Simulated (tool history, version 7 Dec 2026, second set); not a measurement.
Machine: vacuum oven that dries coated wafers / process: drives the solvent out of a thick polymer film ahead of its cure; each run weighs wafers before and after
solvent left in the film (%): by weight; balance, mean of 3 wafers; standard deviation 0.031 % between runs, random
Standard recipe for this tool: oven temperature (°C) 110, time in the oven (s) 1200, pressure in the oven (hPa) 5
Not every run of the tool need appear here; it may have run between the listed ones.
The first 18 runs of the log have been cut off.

run	day	oven temperature (°C)	time in the oven (s)	pressure in the oven (hPa)	solvent left in the film (%)
19	7.554	110	1500	5	0.76
20	8.038	110	1500	5	0.85
21	8.308	99	1140	5	3.5
22	8.858	121	1380	15.82	0.45
23	9.296	99	780	5.78	5.02
24	9.842	119	2100	4.81	0.15
25	10.1	110	1260	10.49	1.29
26	10.45	110	1260	10.49	1.32
27	10.775	110	1200	5.35	1.27
28	11.121	101	1860	13.29	1.78
29	11.592	101	1860	5.37	1.5
30	12.117	110	1080	3.97	1.61
31	12.388	98	1680	5	2.29
32	12.679	98	1680	5	2.32
33	13.1	122	1380	5	0.17
34	13.354	118	840	3.56	1.08
35	13.875	118	840	3.56	1.15
36	14.292	118	840	3.56	1.11
37	14.679	106	900	8.09	3
38	15.004	122	1020	12.3	0.57
39	15.567	104	2160	4.01	0.72

What if the next run were any one of these 5? Each begins from the tool's condition after run 39:
A	15.904	98	2160	4.01	?
B	15.904	101	900	4.11	?
C	15.904	96	780	5.9	?
D	15.904	104	1620	4.01	?
E	15.904	108	660	3.07	?

run	solvent left in the film (%)
A	1.46
B	3.91
C	5.63
D	1.32
E	3.68
Stripped of hidden state, with their random variation kept, the same runs would have yielded:
run	solvent left in the film (%)
A	1.47
B	3.93
C	5.65
D	1.33
E	3.7
